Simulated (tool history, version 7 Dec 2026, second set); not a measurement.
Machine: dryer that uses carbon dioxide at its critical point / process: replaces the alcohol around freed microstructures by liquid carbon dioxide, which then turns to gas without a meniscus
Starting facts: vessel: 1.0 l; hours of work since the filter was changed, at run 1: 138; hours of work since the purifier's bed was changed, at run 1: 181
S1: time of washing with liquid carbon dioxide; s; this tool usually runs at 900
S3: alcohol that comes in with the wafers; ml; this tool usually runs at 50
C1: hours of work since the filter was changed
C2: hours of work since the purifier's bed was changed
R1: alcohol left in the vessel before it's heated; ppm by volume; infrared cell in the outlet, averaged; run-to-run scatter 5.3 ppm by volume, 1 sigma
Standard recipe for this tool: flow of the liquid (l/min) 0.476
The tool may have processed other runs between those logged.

Run 1, hour 0: usual settings; C1 138; C2 181. Result: R1 181 ppm by volume.
Run 2, hour 15.5: usual settings but S1 660 s; C1 143; C2 186. Result: R1 706 ppm by volume.
Run 3, hour 39.2: usual settings but S1 660 s, flow of the liquid (l/min) 0.325; C1 150; C2 193. Result: R1 2739 ppm by volume.
Run 4, hour 50.3: usual settings but S1 660 s, flow of the liquid (l/min) 0.782; C1 154; C2 197. Result: R1 77 ppm by volume.
Run 5, hour 75.5: usual settings but S1 660 s, flow of the liquid (l/min) 0.782; C1 162; C2 205. Result: R1 85 ppm by volume.
Run 6, hour 89.8: usual settings but S1 660 s, flow of the liquid (l/min) 0.782; C1 167; C2 209. Result: R1 93 ppm by volume.
Run 7, hour 108: usual settings but S1 660 s, flow of the liquid (l/min) 0.782, S3 37 ml; C1 172; C2 215. Result: R1 79 ppm by volume.
Run 8, hour 128.1: usual settings but S1 660 s, flow of the liquid (l/min) 0.782, S3 37 ml; C1 179; C2 222. Result: R1 84 ppm by volume.
Run 9, hour 143.9: usual settings but S1 1260 s; C1 184; C2 227. Result: R1 69 ppm by volume.
Run 10, hour 162.4: usual settings but S1 1260 s; C1 190; C2 232. Result: R1 72 ppm by volume.
Run 11, hour 181.2: usual settings; C1 196; C2 238. Result: R1 186 ppm by volume.
Run 12, hour 201.9: usual settings; C1 202; C2 245. Result: R1 197 ppm by volume.
Run 13, hour 224.5: usual settings but flow of the liquid (l/min) 0.788; C1 209; C2 252. Result: R1 61 ppm by volume.
Run 14, hour 237: usual settings but flow of the liquid (l/min) 0.788; C1 213; C2 256. Result: R1 57 ppm by volume.
Run 15, hour 250.2: usual settings but flow of the liquid (l/min) 0.788; C1 218; C2 260. Result: R1 60 ppm by volume.
Run 16, hour 274.9: usual settings but flow of the liquid (l/min) 0.788; C1 226; C2 268. Result: R1 63 ppm by volume.
Run 17, hour 287.6: usual settings but flow of the liquid (l/min) 0.788; C1 230; C2 272. Result: R1 73 ppm by volume.
Run 18, hour 310.3: usual settings but flow of the liquid (l/min) 0.788; C1 237; C2 280. Result: R1 66 ppm by volume.
Run 19, hour 331.7: usual settings but S1 1080 s, flow of the liquid (l/min) 0.632, S3 26 ml; C1 244; C2 286. Result: R1 75 ppm by volume.
Run 20, hour 355.7: usual settings but S1 1080 s, flow of the liquid (l/min) 0.632, S3 26 ml; C1 251; C2 294. Result: R1 77 ppm by volume.
Run 21, hour 374.2: usual settings but S1 1260 s, flow of the liquid (l/min) 0.417, S3 40 ml; C1 257; C2 300. Result: R1 104 ppm by volume.
Run 22, hour 391.7: usual settings but S1 840 s, flow of the liquid (l/min) 0.382, S3 34 ml; C1 263; C2 306. Result: R1 531 ppm by volume.
Run 23, hour 406.7: usual settings but S1 960 s, flow of the liquid (l/min) 0.449, S3 28 ml; C1 267; C2 310. Result: R1 151 ppm by volume.
Run 24, hour 417.3: usual settings but S1 960 s, flow of the liquid (l/min) 0.717, S3 28 ml; C1 271; C2 314. Result: R1 75 ppm by volume.
Run 25, hour 440.5: usual settings but flow of the liquid (l/min) 0.533, S3 66 ml; C1 278; C2 321. Result: R1 159 ppm by volume.
Run 26, hour 458.4: usual settings but flow of the liquid (l/min) 0.533, S3 66 ml; C1 284; C2 327. Result: R1 183 ppm by volume.
Run 27, hour 481.9: usual settings but flow of the liquid (l/min) 0.533, S3 66 ml; C1 291; C2 334. Result: R1 171 ppm by volume.
Run 28, hour 496.3: usual settings but S1 1020 s, flow of the liquid (l/min) 0.73, S3 69 ml; C1 296; C2 339. Result: R1 78 ppm by volume.
Run 29, hour 519.8: usual settings but S1 1020 s, flow of the liquid (l/min) 0.73, S3 69 ml; C1 304; C2 346. Result: R1 71 ppm by volume.
Run 30, hour 539: usual settings but S1 1020 s, flow of the liquid (l/min) 0.73, S3 69 ml; C1 310; C2 352. Result: R1 91 ppm by volume.
Run 31, hour 552.4: usual settings but S1 1320 s, S3 98 ml; C1 314; C2 357. Result: R1 103 ppm by volume.
Run 32, hour 563.8: usual settings but S1 1320 s, flow of the liquid (l/min) 0.631, S3 21 ml; C1 318; C2 360. Result: R1 84 ppm by volume.
Run 33, hour 578: usual settings but S1 1320 s, flow of the liquid (l/min) 0.631, S3 21 ml; C1 322; C2 365. Result: R1 86 ppm by volume.

Difference, measured minus no-hidden-state, one row per run. Run-to-run variation is common to both terms; the gauge's own scatter need not be:
Hidden state present: flow that reaches the vessel past the clogged filter, %; alcohol in the recycled carbon dioxide, ppm; drift of the gauge itself on alcohol_ppm, %.
run    R1
  1   +61
  2  +121
  3  +274
  4   +50
  5   +52
  6   +55
  7   +53
  8   +55
  9   +53
 10   +54
 11   +81
 12   +85
 13   +56
 14   +57
 15   +58
 16   +62
 17   +63
 18   +63
 19   +65
 20   +67
 21   +77
 22  +160
 23   +90
 24   +70
 25   +99
 26  +103
 27  +103
 28   +75
 29   +71
 30   +81
 31   +89
 32   +81
 33   +80
